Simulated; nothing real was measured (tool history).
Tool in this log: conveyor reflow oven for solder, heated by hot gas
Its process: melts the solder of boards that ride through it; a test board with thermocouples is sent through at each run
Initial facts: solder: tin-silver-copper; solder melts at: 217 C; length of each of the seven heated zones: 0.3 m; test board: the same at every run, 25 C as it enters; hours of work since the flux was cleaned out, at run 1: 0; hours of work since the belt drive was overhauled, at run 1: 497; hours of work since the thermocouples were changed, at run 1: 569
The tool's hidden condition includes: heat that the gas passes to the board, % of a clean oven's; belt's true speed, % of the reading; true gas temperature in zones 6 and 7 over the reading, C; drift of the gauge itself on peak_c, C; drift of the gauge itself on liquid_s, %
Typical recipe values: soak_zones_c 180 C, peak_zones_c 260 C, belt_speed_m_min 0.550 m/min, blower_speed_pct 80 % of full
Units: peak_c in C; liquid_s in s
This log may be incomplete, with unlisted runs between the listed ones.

run,hour,soak_zones_c,peak_zones_c,belt_speed_m_min,blower_speed_pct,hours of work since the flux was cleaned out,hours of work since the belt drive was overhauled,hours of work since the thermocouples were changed,peak_c,liquid_s
1,0.0,180,260,0.550,80,0,497,569,246.8,49.1
2,28.8,180,260,0.550,80,18,515,588,247.3,48.9
3,43.8,180,260,0.550,80,28,525,597,247.1,48.8
4,67.4,180,260,0.550,80,43,540,612,246.9,48.7
5,88.0,180,260,0.550,64,56,553,626,243.3,44.9
6,113.2,180,260,0.550,80,72,569,642,246.3,48.5
7,141.0,180,260,0.550,80,90,587,659,246.1,48.3
8,155.9,180,270,0.550,80,99,596,669,255.1,53.5
9,171.1,180,270,0.550,80,109,606,679,255.0,53.2
10,193.1,180,270,0.550,80,123,620,693,254.3,53.3
11,218.8,184,260,0.550,80,140,637,709,246.3,49.6
12,235.0,184,260,0.550,80,150,647,719,246.4,49.5
13,260.7,180,271,0.550,80,166,663,736,255.2,53.4
14,288.7,180,271,0.550,80,184,681,754,254.8,53.1
# hour 305.3: thermocouples of zones 6 and 7 changed
15,311.4,180,271,0.550,80,198,694,4,256.9,54.2
# hour 340.0: flux residue cleaned out of gas plates and filters
16,342.6,185,258,0.636,80,2,711,21,244.2,41.1
17,367.7,186,251,0.520,51,18,727,37,237.0,43.0
18,389.5,186,273,0.520,64,32,741,51,258.8,60.3
19,413.3,186,273,0.520,64,47,756,66,258.6,60.2
# hour 419.1: belt drive overhauled, speed set with a stopwatch
20,441.1,193,266,0.470,64,62,14,81,256.0,69.5
21,468.1,187,271,0.631,82,79,31,98,255.8,48.3
# hour 487.7: belt drive overhauled, speed set with a stopwatch, once more
22,490.3,187,252,0.460,82,91,2,110,244.8,61.7
23,505.2,187,252,0.460,80,100,11,119,244.6,61.2
24,525.1,187,252,0.460,80,113,24,132,244.6,61.2
25,544.8,175,254,0.532,62,126,36,145,237.9,39.2
26,572.8,180,273,0.596,80,144,54,162,256.0,48.8
27,589.4,180,273,0.596,80,154,65,173,255.9,48.6
28,603.8,180,273,0.596,80,163,74,182,255.8,48.8
29,620.5,180,273,0.596,80,174,85,193,255.6,48.7

Predict each of these 5 candidate next runs independently; none follows another, all start after run 29:
A,638.3,180,268,0.550,54,185,96,204,?,?
B,638.3,184,250,0.596,80,185,96,204,?,?
C,638.3,192,273,0.535,59,185,96,204,?,?
D,638.3,187,260,0.587,80,185,96,204,?,?
E,638.3,180,259,0.621,89,185,96,204,?,?

run,peak_c,liquid_s
A,246.9,46.1
B,236.7,37.6
C,255.9,58.3
D,246.2,46.5
E,243.5,40.1
Without the tool's unlogged condition, the same runs would have read:
run,peak_c,liquid_s
A,249.0,47.9
B,238.9,40.1
C,258.0,59.5
D,248.5,48.3
E,246.1,42.2
